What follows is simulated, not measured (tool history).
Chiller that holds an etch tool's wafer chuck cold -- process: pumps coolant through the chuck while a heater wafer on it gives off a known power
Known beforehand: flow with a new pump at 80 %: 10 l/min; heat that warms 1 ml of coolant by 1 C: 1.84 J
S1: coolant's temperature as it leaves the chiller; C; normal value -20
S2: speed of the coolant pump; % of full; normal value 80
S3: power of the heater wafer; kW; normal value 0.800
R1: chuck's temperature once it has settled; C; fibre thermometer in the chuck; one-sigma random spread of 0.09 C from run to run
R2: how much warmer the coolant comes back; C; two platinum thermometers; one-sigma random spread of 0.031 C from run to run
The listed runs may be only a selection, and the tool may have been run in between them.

Run 1, hour 0.0: usual settings. Result: R1 -14.38 C, R2 2.61 C.
Run 2, hour 62.6: usual settings but S2 83 % of full. Result: R1 -14.40 C, R2 2.49 C.
Run 3, hour 162.1: usual settings but S2 74 % of full. Result: R1 -14.01 C, R2 2.86 C.
Run 4, hour 208.0: usual settings but S2 74 % of full. Result: R1 -13.99 C, R2 2.89 C.
Run 5, hour 262.8: usual settings but S2 74 % of full. Result: R1 -13.88 C, R2 2.86 C.
Run 6, hour 317.0: usual settings but S2 74 % of full. Result: R1 -13.88 C, R2 2.89 C.
Run 7, hour 398.9: usual settings. Result: R1 -14.32 C, R2 2.66 C.
Run 8, hour 453.9: usual settings. Result: R1 -14.24 C, R2 2.62 C.
Run 9, hour 514.9: usual settings but S1 -13 C, S2 84 % of full. Result: R1 -7.65 C, R2 2.62 C.
Run 10, hour 604.8: usual settings but S1 -13 C, S2 84 % of full. Result: R1 -7.68 C, R2 2.57 C.
Run 11, hour 651.4: usual settings but S1 -13 C, S2 84 % of full. Result: R1 -7.59 C, R2 2.56 C.
Run 12, hour 700.1: usual settings but S2 63 % of full. Result: R1 -13.21 C, R2 3.46 C.
Run 13, hour 763.6: usual settings but S2 63 % of full. Result: R1 -13.05 C, R2 3.44 C.
Run 14, hour 862.1: usual settings but S1 -22 C, S2 84 % of full. Result: R1 -16.75 C, R2 2.54 C.
Run 15, hour 961.8: usual settings but S1 -25 C, S3 0.722 kW. Result: R1 -19.80 C, R2 2.54 C.

Branching from run 15: 4 alternative next runs. What would each branch give?
Run A, hour 1015.1: usual settings but S1 -26 C, S2 90 % of full, S3 0.499 kW. Result: R1 ?, R2 ?.
Run B, hour 1015.1: usual settings but S1 -25 C, S3 0.490 kW. Result: R1 ?, R2 ?.
Run C, hour 1015.1: usual settings but S3 0.747 kW. Result: R1 ?, R2 ?.
Run D, hour 1015.1: usual settings but S1 -15 C, S2 78 % of full, S3 0.879 kW. Result: R1 ?, R2 ?.

run      R1    R2
  A  -22.64  1.60
  B  -21.64  1.73
  C  -14.65  2.59
  D   -8.59  3.07
The same runs, with their run-to-run variation unchanged, on a tool lacking any hidden condition would have given:
run      R1    R2
  A  -22.64  1.46
  B  -21.64  1.59
  C  -14.66  2.45
  D   -8.59  2.92
